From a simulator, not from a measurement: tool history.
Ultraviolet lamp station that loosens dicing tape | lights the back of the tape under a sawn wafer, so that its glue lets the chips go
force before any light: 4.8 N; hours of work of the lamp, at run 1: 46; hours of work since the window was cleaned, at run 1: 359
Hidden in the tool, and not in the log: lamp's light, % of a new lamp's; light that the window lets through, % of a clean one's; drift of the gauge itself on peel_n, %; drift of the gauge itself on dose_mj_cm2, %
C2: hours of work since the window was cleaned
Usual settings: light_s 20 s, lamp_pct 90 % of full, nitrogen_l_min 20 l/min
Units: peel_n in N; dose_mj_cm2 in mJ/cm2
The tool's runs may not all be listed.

Run 1, hour 0: usual settings; hours of work of the lamp 46; C2 359. Result: peel_n 0.339 N, dose_mj_cm2 576 mJ/cm2.
Run 2, hour 14.3: usual settings but light_s 38 s; hours of work of the lamp 57; C2 370. Result: peel_n 0.189 N, dose_mj_cm2 1087 mJ/cm2.
Run 3, hour 22.7: usual settings but light_s 38 s; hours of work of the lamp 64; C2 376. Result: peel_n 0.188 N, dose_mj_cm2 1080 mJ/cm2.
Run 4, hour 36.9: usual settings; hours of work of the lamp 75; C2 387. Result: peel_n 0.339 N, dose_mj_cm2 571 mJ/cm2.
Run 5, hour 54.5: usual settings; hours of work of the lamp 88; C2 401. Result: peel_n 0.346 N, dose_mj_cm2 564 mJ/cm2.
Run 6, hour 69.2: usual settings; hours of work of the lamp 100; C2 412. Result: peel_n 0.35 N, dose_mj_cm2 563 mJ/cm2.
Run 7, hour 84.5: usual settings but lamp_pct 76 % of full; hours of work of the lamp 112; C2 424. Result: peel_n 0.483 N, dose_mj_cm2 465 mJ/cm2.
Run 8, hour 93.8: usual settings but lamp_pct 76 % of full; hours of work of the lamp 119; C2 431. Result: peel_n 0.495 N, dose_mj_cm2 461 mJ/cm2.
Run 9, hour 111: usual settings but lamp_pct 76 % of full; hours of work of the lamp 132; C2 445. Result: peel_n 0.498 N, dose_mj_cm2 453 mJ/cm2.
Run 10, hour 129.7: usual settings but lamp_pct 76 % of full; hours of work of the lamp 147; C2 459. Result: peel_n 0.499 N, dose_mj_cm2 456 mJ/cm2.
Run 11, hour 145.3: usual settings but lamp_pct 91 % of full; hours of work of the lamp 159; C2 471. Result: peel_n 0.382 N, dose_mj_cm2 534 mJ/cm2.
Run 12, hour 161.3: usual settings but lamp_pct 91 % of full; hours of work of the lamp 171; C2 483. Result: peel_n 0.381 N, dose_mj_cm2 534 mJ/cm2.
Run 13, hour 173.7: usual settings but light_s 28 s, lamp_pct 91 % of full; hours of work of the lamp 181; C2 493. Result: peel_n 0.234 N, dose_mj_cm2 746 mJ/cm2.
Run 14, hour 183.8: usual settings; hours of work of the lamp 188; C2 501. Result: peel_n 0.401 N, dose_mj_cm2 526 mJ/cm2.
Run 15, hour 195.7: usual settings; hours of work of the lamp 198; C2 510. Result: peel_n 0.394 N, dose_mj_cm2 519 mJ/cm2.
Run 16, hour 214.2: usual settings but light_s 13 s; hours of work of the lamp 212; C2 524. Result: peel_n 0.838 N, dose_mj_cm2 331 mJ/cm2.
Run 17, hour 226.3: usual settings but light_s 13 s; hours of work of the lamp 221; C2 534. Result: peel_n 0.895 N, dose_mj_cm2 330 mJ/cm2.
Run 18, hour 245.7: usual settings but light_s 13 s; hours of work of the lamp 236; C2 549. Result: peel_n 0.847 N, dose_mj_cm2 322 mJ/cm2.
Run 19, hour 254.3: usual settings but light_s 13 s; hours of work of the lamp 243; C2 555. Result: peel_n 0.864 N, dose_mj_cm2 321 mJ/cm2.
Run 20, hour 268.8: usual settings but light_s 13 s; hours of work of the lamp 254; C2 566. Result: peel_n 0.877 N, dose_mj_cm2 322 mJ/cm2.
Run 21, hour 288.1: usual settings but light_s 13 s; hours of work of the lamp 269; C2 581. Result: peel_n 0.923 N, dose_mj_cm2 319 mJ/cm2.
Run 22, hour 305.6: usual settings but light_s 13 s; hours of work of the lamp 282; C2 595. Result: peel_n 0.934 N, dose_mj_cm2 318 mJ/cm2.
Run 23, hour 324.5: usual settings but nitrogen_l_min 38 l/min; hours of work of the lamp 297; C2 610. Result: peel_n 0.334 N, dose_mj_cm2 482 mJ/cm2.
Run 24, hour 340.1: usual settings but nitrogen_l_min 38 l/min; hours of work of the lamp 309; C2 622. Result: peel_n 0.333 N, dose_mj_cm2 473 mJ/cm2.
Run 25, hour 349.3: usual settings but nitrogen_l_min 38 l/min; hours of work of the lamp 316; C2 629. Result: peel_n 0.346 N, dose_mj_cm2 471 mJ/cm2.
Run 26, hour 361: usual settings but light_s 28 s, lamp_pct 64 % of full, nitrogen_l_min 21 l/min; hours of work of the lamp 325; C2 638. Result: peel_n 0.478 N, dose_mj_cm2 463 mJ/cm2.
At hour 377.4: window cleaned of glue's vapour.
Run 27, hour 377.8: usual settings but light_s 28 s, lamp_pct 64 % of full, nitrogen_l_min 21 l/min; hours of work of the lamp 338; C2 0. Result: peel_n 0.368 N, dose_mj_cm2 535 mJ/cm2.
Run 28, hour 394.2: usual settings but light_s 36 s, lamp_pct 88 % of full, nitrogen_l_min 14 l/min; hours of work of the lamp 350; C2 13. Result: peel_n 0.208 N, dose_mj_cm2 937 mJ/cm2.
Run 29, hour 402.3: usual settings but light_s 36 s, lamp_pct 88 % of full, nitrogen_l_min 14 l/min; hours of work of the lamp 357; C2 19. Result: peel_n 0.208 N, dose_mj_cm2 940 mJ/cm2.
Run 30, hour 416.9: usual settings but light_s 16 s, lamp_pct 93 % of full, nitrogen_l_min 9 l/min; hours of work of the lamp 368; C2 31. Result: peel_n 0.879 N, dose_mj_cm2 440 mJ/cm2.
Run 31, hour 434.8: usual settings but light_s 32 s, lamp_pct 93 % of full, nitrogen_l_min 9 l/min; hours of work of the lamp 382; C2 44. Result: peel_n 0.279 N, dose_mj_cm2 863 mJ/cm2.
Run 32, hour 453.3: usual settings but light_s 19 s, lamp_pct 79 % of full, nitrogen_l_min 10 l/min; hours of work of the lamp 396; C2 59. Result: peel_n 0.801 N, dose_mj_cm2 430 mJ/cm2.
Run 33, hour 467.1: usual settings but light_s 18 s, nitrogen_l_min 33 l/min; hours of work of the lamp 407; C2 69. Result: peel_n 0.365 N, dose_mj_cm2 459 mJ/cm2.
Run 34, hour 480.8: usual settings but lamp_pct 89 % of full; hours of work of the lamp 417; C2 80. Result: peel_n 0.424 N, dose_mj_cm2 501 mJ/cm2.
Run 35, hour 491.1: usual settings but lamp_pct 89 % of full; hours of work of the lamp 425; C2 88. Result: peel_n 0.442 N, dose_mj_cm2 497 mJ/cm2.
Run 36, hour 506.2: usual settings but lamp_pct 63 % of full, nitrogen_l_min 16 l/min; hours of work of the lamp 437; C2 99. Result: peel_n 0.861 N, dose_mj_cm2 353 mJ/cm2.
Run 37, hour 521.2: usual settings but light_s 25 s, lamp_pct 63 % of full, nitrogen_l_min 25 l/min; hours of work of the lamp 449; C2 111. Result: peel_n 0.473 N, dose_mj_cm2 435 mJ/cm2.
Run 38, hour 532.4: usual settings but light_s 28 s, lamp_pct 63 % of full, nitrogen_l_min 8 l/min; hours of work of the lamp 457; C2 120. Result: peel_n 0.783 N, dose_mj_cm2 487 mJ/cm2.
Run 39, hour 542.7: usual settings but light_s 28 s, lamp_pct 63 % of full, nitrogen_l_min 8 l/min; hours of work of the lamp 465; C2 128. Result: peel_n 0.785 N, dose_mj_cm2 475 mJ/cm2.
Run 40, hour 551.1: usual settings but light_s 40 s, lamp_pct 69 % of full, nitrogen_l_min 26 l/min; hours of work of the lamp 472; C2 134. Result: peel_n 0.202 N, dose_mj_cm2 749 mJ/cm2.
Run 41, hour 560.1: usual settings but light_s 29 s, lamp_pct 76 % of full, nitrogen_l_min 6 l/min; hours of work of the lamp 479; C2 141. Result: peel_n 0.675 N, dose_mj_cm2 597 mJ/cm2.
Run 42, hour 579.8: usual settings but light_s 23 s, lamp_pct 69 % of full, nitrogen_l_min 6 l/min; hours of work of the lamp 494; C2 156. Result: peel_n 1.102 N, dose_mj_cm2 418 mJ/cm2.
Run 43, hour 598.9: usual settings but light_s 16 s, lamp_pct 66 % of full, nitrogen_l_min 35 l/min; hours of work of the lamp 509; C2 171. Result: peel_n 0.868 N, dose_mj_cm2 274 mJ/cm2.
Run 44, hour 611: usual settings but light_s 10 s, lamp_pct 86 % of full, nitrogen_l_min 32 l/min; hours of work of the lamp 518; C2 180. Result: peel_n 1.196 N, dose_mj_cm2 223 mJ/cm2.

Forecast each of these 3 alternatives for the next run:
Run A, hour 629.5: usual settings but light_s 19 s, nitrogen_l_min 21 l/min; hours of work of the lamp 532; C2 195. Result: peel_n ?, dose_mj_cm2 ?.
Run B, hour 629.5: usual settings but light_s 29 s, lamp_pct 77 % of full; hours of work of the lamp 532; C2 195. Result: peel_n ?, dose_mj_cm2 ?.
Run C, hour 629.5: usual settings but nitrogen_l_min 17 l/min; hours of work of the lamp 532; C2 195. Result: peel_n ?, dose_mj_cm2 ?.

run  peel_n  dose_mj_cm2
  A   0.523          445
  B    0.35          573
  C   0.532          465
Without the tool's hidden state the same runs would have given:
run  peel_n  dose_mj_cm2
  A   0.301          623
  B   0.227          803
  C   0.301          651
